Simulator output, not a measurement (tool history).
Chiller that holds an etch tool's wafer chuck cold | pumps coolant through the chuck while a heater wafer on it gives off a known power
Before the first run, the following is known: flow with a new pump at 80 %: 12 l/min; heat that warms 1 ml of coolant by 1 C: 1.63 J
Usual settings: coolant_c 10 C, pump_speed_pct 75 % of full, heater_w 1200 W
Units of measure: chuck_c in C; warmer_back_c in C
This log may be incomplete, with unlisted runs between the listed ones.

run,hour,coolant_c,pump_speed_pct,heater_w,chuck_c,warmer_back_c
1,0,10,75,1200,24.7,4.18
2,42.4,10,75,1200,24.6,4.24
# hour 113.2: coolant changed, channels flushed
3,116,10,75,1200,23.2,4.24
4,161.9,10,75,1200,22.9,4.19
5,232.7,10,75,1200,23,4.18
6,272,10,75,1200,23.1,4.21
7,336.9,10,75,944,20.4,3.27
8,371.5,10,75,944,20.5,3.33

What does the tool deliver on the next run?
9,440.8,10,75,944,?,?

{"run 9": {"chuck_c": 20.4, "warmer_back_c": 3.29}}
Without the tool's hidden state the same run would have given chuck_c 19.5 C, warmer_back_c 3.07 C.
